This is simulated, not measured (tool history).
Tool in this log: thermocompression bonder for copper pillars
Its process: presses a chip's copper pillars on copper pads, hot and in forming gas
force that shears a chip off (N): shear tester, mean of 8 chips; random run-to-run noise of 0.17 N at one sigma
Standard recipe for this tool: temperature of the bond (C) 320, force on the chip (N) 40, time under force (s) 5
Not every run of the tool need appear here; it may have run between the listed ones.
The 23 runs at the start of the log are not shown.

| run | day | temperature of the bond (C) | force on the chip (N) | time under force (s) | hours of work since the heater was calibrated | hours of work since the force cell was calibrated | hours of work since the gas filter was changed | force that shears a chip off (N) |
|---|---|---|---|---|---|---|---|---|
| 24 | 13.717 | 301 | 37 | 5 | 324 | 452 | 84 | 22.4 |
| 25 | 14.442 | 315 | 53 | 6 | 337 | 464 | 96 | 37.3 |
| 26 | 15.1 | 294 | 52 | 4 | 348 | 475 | 108 | 23.7 |
| 27 | 15.517 | 320 | 57 | 4 | 355 | 483 | 115 | 35.9 |
| 28 | 16.154 | 348 | 30 | 3 | 366 | 494 | 126 | 28.1 |
| 29 | 16.942 | 309 | 34 | 8 | 380 | 507 | 139 | 27.9 |
| 30 | 17.383 | 309 | 34 | 8 | 387 | 515 | 147 | 28.1 |
|  | 17.583 | forming gas filter changed |
| 31 | 18.05 | 309 | 34 | 8 | 398 | 526 | 8 | 28.5 |
|  | 18.233 | gauge calibrated |
| 32 | 18.733 | 313 | 34 | 7 | 410 | 538 | 20 | 29.2 |

What if the next run were any one of these 5? Each begins from the tool's condition after run 32:
| A | 19.5 | 308 | 40 | 5 | 423 | 551 | 33 | ? |
| B | 19.5 | 313 | 56 | 9 | 423 | 551 | 33 | ? |
| C | 19.5 | 320 | 25 | 5 | 423 | 551 | 33 | ? |
| D | 19.5 | 300 | 51 | 3 | 423 | 551 | 33 | ? |
| E | 19.5 | 304 | 34 | 7 | 423 | 551 | 33 | ? |

| run | force that shears a chip off (N) |
|---|---|
| A | 26.6 |
| B | 44.4 |
| C | 22.3 |
| D | 23.5 |
| E | 25.9 |
With no hidden state in the tool, these same runs would have given:
| run | force that shears a chip off (N) |
|---|---|
| A | 26.7 |
| B | 44.5 |
| C | 22.4 |
| D | 23.5 |
| E | 25.9 |
